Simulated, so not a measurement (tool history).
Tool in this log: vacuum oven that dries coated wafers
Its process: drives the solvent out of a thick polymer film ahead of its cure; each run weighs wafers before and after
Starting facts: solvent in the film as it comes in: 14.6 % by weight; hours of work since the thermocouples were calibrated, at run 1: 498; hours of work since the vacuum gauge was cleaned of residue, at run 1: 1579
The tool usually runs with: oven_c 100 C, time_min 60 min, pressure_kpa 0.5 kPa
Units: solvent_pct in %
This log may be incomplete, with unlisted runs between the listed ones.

run   hour  oven_c  time_min  pressure_kpa  hours of work since the thermocouples were calibrated  hours of work since the vacuum gauge was cleaned of residue  solvent_pct
  1      0     100        60           0.5                                                    498                                                         1579         1.22
  2   81.8     100        60           0.5                                                    534                                                         1615         1.22
  3  134.3     100        60           0.5                                                    557                                                         1638         1.22
  4  219.5     100        60           0.5                                                    595                                                         1675         1.19
     258.2  -- vacuum gauge cleaned of residue and calibrated
  5  307.3     100        60           0.5                                                    633                                                           22         1.18
  6  358.4     100        38           0.5                                                    655                                                           44         2.61
  7  447.9      90        60           0.5                                                    695                                                           84         3.05
  8  487.2     100        60           0.5                                                    712                                                          101         1.23
  9  548.2     104        60         0.757                                                    739                                                          128         0.89
 10  628.4     100        41          0.42                                                    774                                                          163         2.33

Expected results for the next run?
 11  710.5     100        41          0.42                                                    810                                                          199            ?

solvent_pct: 2.33 %
Were there no unlogged condition in the tool, this run, its random variation unchanged, would have produced solvent_pct 2.35 %.
